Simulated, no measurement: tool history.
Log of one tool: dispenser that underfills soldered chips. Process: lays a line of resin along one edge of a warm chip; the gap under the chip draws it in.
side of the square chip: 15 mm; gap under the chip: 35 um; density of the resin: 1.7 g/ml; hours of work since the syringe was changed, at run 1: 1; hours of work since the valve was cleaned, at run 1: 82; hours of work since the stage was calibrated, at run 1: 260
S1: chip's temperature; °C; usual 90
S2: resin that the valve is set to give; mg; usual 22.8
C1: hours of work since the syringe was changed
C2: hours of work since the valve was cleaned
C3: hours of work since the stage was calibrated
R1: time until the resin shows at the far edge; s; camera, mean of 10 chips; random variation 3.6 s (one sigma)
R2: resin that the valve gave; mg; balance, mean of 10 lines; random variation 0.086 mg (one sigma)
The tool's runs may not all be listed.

run,hour,S1,S2,C1,C2,C3,R1,R2
1,0.0,90,22.8,1,82,260,394.5,21.95
2,6.2,90,22.8,5,86,264,504.5,22.04
# hour 15.3: new syringe of resin
3,16.8,90,22.8,1,92,271,405.0,21.68
4,23.0,90,22.8,5,96,275,514.2,21.85
# hour 32.1: new syringe of resin
5,32.7,90,25.1,0,102,281,386.9,23.81
6,37.4,90,22.8,3,105,284,465.7,21.72
7,44.8,90,22.8,8,110,289,629.5,21.59
# hour 48.2: new syringe of resin
# hour 49.2: dispensing valve cleaned and set on the balance
8,53.0,103,22.8,2,2,293,264.0,22.75
9,61.7,103,22.8,8,8,299,378.4,22.63
# hour 65.1: new syringe of resin
10,68.1,96,22.8,2,12,303,329.6,22.71
11,76.9,96,22.8,8,18,309,468.7,22.57
# hour 81.8: new syringe of resin
12,86.5,90,22.8,3,24,315,467.1,22.59
13,96.6,90,22.8,10,30,321,686.5,22.61
# hour 98.0: new syringe of resin
14,103.1,90,22.8,3,34,325,461.1,22.32
15,111.7,90,22.8,9,40,331,653.9,22.44
# hour 114.0: new syringe of resin
16,121.5,90,22.8,5,46,337,514.7,22.20
17,126.0,90,22.8,8,49,340,615.5,22.22
# hour 130.2: new syringe of resin
18,135.3,90,22.8,3,55,346,467.5,22.22
19,140.0,90,22.8,6,58,349,548.6,21.99
20,145.2,99,24.2,10,61,352,478.9,23.32
# hour 146.3: new syringe of resin
21,155.3,104,24.9,6,68,358,312.9,24.02
# hour 162.3: new syringe of resin
22,163.2,95,23.1,1,72,363,319.0,22.28
23,171.8,95,23.1,6,78,369,454.1,22.10
24,176.3,92,20.8,9,81,372,617.9,19.90
# hour 178.9: new syringe of resin
25,185.1,103,27.4,4,86,377,290.2,26.24
26,189.3,98,28.0,7,89,380,419.5,26.75
# hour 194.8: new syringe of resin
# hour 198.7: stage's temperature calibrated
27,198.7,98,28.0,2,94,0,292.1,26.78
28,206.3,98,28.0,7,99,5,386.3,26.52
# hour 212.4: new syringe of resin
29,216.0,98,28.0,2,105,11,311.1,26.59
30,222.0,76,28.6,6,109,15,953.0,27.01
# hour 227.9: dispensing valve cleaned and set on the balance
# hour 229.4: new syringe of resin
31,233.0,76,21.9,2,3,21,750.4,21.85
32,237.6,97,20.1,5,6,24,388.9,19.95
33,244.0,79,28.7,9,10,28,1005.7,28.51
# hour 245.5: new syringe of resin
34,250.7,100,28.7,3,14,32,303.1,28.44
35,257.0,100,28.7,7,18,36,383.1,28.42

Some steps in R1 between neighbouring runs. How much of each would the tool show without its hidden state too (settings, what came in, random variation), and how much is left for the hidden state, with any gauge scatter that isn't in both results?
The hidden state here: resin's viscosity, % of fresh resin's; dose that the valve gives, % of what is set; true chip temperature over the reading, C; drift of the gauge itself on fill_s, %; drift of the gauge itself on given_mg, %.
Run 29 -> 30: S1 98 -> 76, S2 28.0 -> 28.6. R1 +641.9 s: hidden state +268.7, all else +373.2.
Run 32 -> 33: S1 97 -> 79, S2 20.1 -> 28.7. R1 +616.8 s: hidden state +336.1, all else +280.7.
Run 33 -> 34: S1 79 -> 100, new syringe of resin. R1 -702.6 s: hidden state -387.7, all else -314.9.

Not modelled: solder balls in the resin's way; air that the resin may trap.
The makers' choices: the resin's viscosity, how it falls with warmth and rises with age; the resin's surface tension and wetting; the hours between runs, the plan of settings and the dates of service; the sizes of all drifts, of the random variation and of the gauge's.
